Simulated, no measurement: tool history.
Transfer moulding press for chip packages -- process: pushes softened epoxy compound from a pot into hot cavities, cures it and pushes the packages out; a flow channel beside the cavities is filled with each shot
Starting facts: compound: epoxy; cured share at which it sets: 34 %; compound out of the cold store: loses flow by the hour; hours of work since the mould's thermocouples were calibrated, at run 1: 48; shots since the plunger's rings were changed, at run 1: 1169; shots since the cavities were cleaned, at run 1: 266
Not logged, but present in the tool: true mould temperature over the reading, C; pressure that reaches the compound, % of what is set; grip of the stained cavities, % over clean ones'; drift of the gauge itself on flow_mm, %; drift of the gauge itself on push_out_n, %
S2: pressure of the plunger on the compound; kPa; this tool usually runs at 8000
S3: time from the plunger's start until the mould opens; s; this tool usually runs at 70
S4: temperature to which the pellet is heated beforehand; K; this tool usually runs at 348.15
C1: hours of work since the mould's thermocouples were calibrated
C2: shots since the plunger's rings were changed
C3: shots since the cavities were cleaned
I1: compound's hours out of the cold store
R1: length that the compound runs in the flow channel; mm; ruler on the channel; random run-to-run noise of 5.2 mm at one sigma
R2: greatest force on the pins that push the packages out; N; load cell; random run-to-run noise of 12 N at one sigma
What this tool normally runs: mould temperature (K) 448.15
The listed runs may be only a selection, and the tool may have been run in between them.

run 1 hour=0 | mould_temperature_(K)=448.15 S2=8000 S3=70 S4=348.15 | C1=48 C2=1169 C3=266 | I1=42.2 | R1=567 R2=771
run 2 hour=8 | mould_temperature_(K)=448.15 S2=8000 S3=70 S4=350.15 | C1=52 C2=1262 C3=359 | I1=37.4 | R1=571 R2=799
run 3 hour=22.3 | mould_temperature_(K)=448.15 S2=8000 S3=70 S4=350.15 | C1=58 C2=1428 C3=525 | I1=44.7 | R1=547 R2=843
-- hour=31 cavities cleaned with cleaning compound and waxed
run 4 hour=31 | mould_temperature_(K)=448.15 S2=8000 S3=70 S4=350.15 | C1=62 C2=1511 C3=0 | I1=10.8 | R1=655 R2=634
run 5 hour=39 | mould_temperature_(K)=448.15 S2=8000 S3=70 S4=350.15 | C1=65 C2=1604 C3=93 | I1=31.5 | R1=588 R2=655
run 6 hour=52.4 | mould_temperature_(K)=448.15 S2=6290 S3=70 S4=348.15 | C1=71 C2=1760 C3=249 | I1=23.9 | R1=552 R2=778
run 7 hour=61.1 | mould_temperature_(K)=448.15 S2=6290 S3=70 S4=338.15 | C1=75 C2=1860 C3=349 | I1=30.8 | R1=522 R2=797
run 8 hour=67.6 | mould_temperature_(K)=448.15 S2=8000 S3=70 S4=354.15 | C1=78 C2=1936 C3=425 | I1=24.6 | R1=606 R2=835
run 9 hour=81.8 | mould_temperature_(K)=448.15 S2=8000 S3=70 S4=354.15 | C1=84 C2=2101 C3=590 | I1=36.8 | R1=561 R2=885
-- hour=84.8 cavities cleaned with cleaning compound and waxed
run 10 hour=92.9 | mould_temperature_(K)=448.15 S2=6800 S3=70 S4=354.15 | C1=89 C2=2212 C3=93 | I1=21.2 | R1=564 R2=667
run 11 hour=106.9 | mould_temperature_(K)=448.15 S2=8000 S3=70 S4=343.15 | C1=95 C2=2375 C3=256 | I1=31.5 | R1=588 R2=773
run 12 hour=117.3 | mould_temperature_(K)=448.15 S2=7630 S3=70 S4=348.15 | C1=100 C2=2496 C3=377 | I1=21.8 | R1=598 R2=858
run 13 hour=128.3 | mould_temperature_(K)=448.15 S2=7480 S3=70 S4=348.15 | C1=105 C2=2624 C3=505 | I1=17.2 | R1=599 R2=891
-- hour=138.2 cavities cleaned with cleaning compound and waxed
run 14 hour=139.4 | mould_temperature_(K)=448.15 S2=7480 S3=70 S4=348.15 | C1=109 C2=2736 C3=15 | I1=45.7 | R1=532 R2=590
run 15 hour=152.6 | mould_temperature_(K)=447.15 S2=8000 S3=96 S4=348.15 | C1=115 C2=2888 C3=167 | I1=28.6 | R1=586 R2=554
run 16 hour=166.6 | mould_temperature_(K)=441.15 S2=7500 S3=96 S4=348.15 | C1=121 C2=3051 C3=330 | I1=32.1 | R1=572 R2=702
run 17 hour=180.3 | mould_temperature_(K)=448.15 S2=8000 S3=79 S4=340.15 | C1=127 C2=3210 C3=489 | I1=8.2 | R1=649 R2=762
run 18 hour=189.1 | mould_temperature_(K)=452.15 S2=8470 S3=100 S4=345.15 | C1=131 C2=3313 C3=592 | I1=37.6 | R1=558 R2=678
-- hour=191.5 cavities cleaned with cleaning compound and waxed
run 19 hour=198.2 | mould_temperature_(K)=452.15 S2=8470 S3=100 S4=345.15 | C1=135 C2=3400 C3=77 | I1=43.1 | R1=547 R2=483
run 20 hour=209.8 | mould_temperature_(K)=454.15 S2=8470 S3=100 S4=345.15 | C1=140 C2=3535 C3=212 | I1=11.1 | R1=634 R2=557
run 21 hour=222 | mould_temperature_(K)=454.15 S2=6460 S3=96 S4=345.15 | C1=145 C2=3677 C3=354 | I1=13.8 | R1=548 R2=594
run 22 hour=231.4 | mould_temperature_(K)=454.15 S2=6460 S3=56 S4=348.15 | C1=150 C2=3786 C3=463 | I1=40.2 | R1=477 R2=935
run 23 hour=241 | mould_temperature_(K)=452.15 S2=9240 S3=56 S4=350.15 | C1=154 C2=3897 C3=574 | I1=44.6 | R1=561 R2=1067
-- hour=244.9 cavities cleaned with cleaning compound and waxed
run 24 hour=249.8 | mould_temperature_(K)=452.15 S2=9240 S3=56 S4=350.15 | C1=157 C2=3982 C3=57 | I1=25.5 | R1=624 R2=788
run 25 hour=261.4 | mould_temperature_(K)=440.15 S2=7880 S3=70 S4=346.15 | C1=163 C2=4117 C3=192 | I1=39.6 | R1=568 R2=1239
run 26 hour=269.9 | mould_temperature_(K)=448.15 S2=8000 S3=91 S4=346.15 | C1=166 C2=4215 C3=290 | I1=31.8 | R1=564 R2=598
run 27 hour=276.8 | mould_temperature_(K)=448.15 S2=8000 S3=91 S4=346.15 | C1=169 C2=4296 C3=371 | I1=17.2 | R1=606 R2=660
run 28 hour=284.8 | mould_temperature_(K)=441.15 S2=8000 S3=106 S4=348.15 | C1=173 C2=4389 C3=464 | I1=25.8 | R1=608 R2=715

Below are 3 alternative next runs, each starting from the tool's condition after run 28. Predict each:
-- hour=299.2 cavities cleaned with cleaning compound and waxed
run A hour=299.5 | mould_temperature_(K)=455.15 S2=8000 S3=106 S4=353.15 | C1=179 C2=4542 C3=4 | I1=26.7 | R1=? R2=?
-- hour=299.2 cavities cleaned with cleaning compound and waxed
run B hour=299.5 | mould_temperature_(K)=455.15 S2=9160 S3=109 S4=348.15 | C1=179 C2=4542 C3=4 | I1=41.6 | R1=? R2=?
-- hour=299.2 cavities cleaned with cleaning compound and waxed
run C hour=299.5 | mould_temperature_(K)=453.15 S2=8000 S3=70 S4=348.15 | C1=179 C2=4542 C3=4 | I1=18.3 | R1=? R2=?

run=A R1=571 R2=472
run=B R1=557 R2=462
run=C R1=581 R2=505
The same runs, with their run-to-run variation unchanged, on a tool lacking any hidden condition would have given:
run=A R1=605 R2=456
run=B R1=590 R2=447
run=C R1=616 R2=482

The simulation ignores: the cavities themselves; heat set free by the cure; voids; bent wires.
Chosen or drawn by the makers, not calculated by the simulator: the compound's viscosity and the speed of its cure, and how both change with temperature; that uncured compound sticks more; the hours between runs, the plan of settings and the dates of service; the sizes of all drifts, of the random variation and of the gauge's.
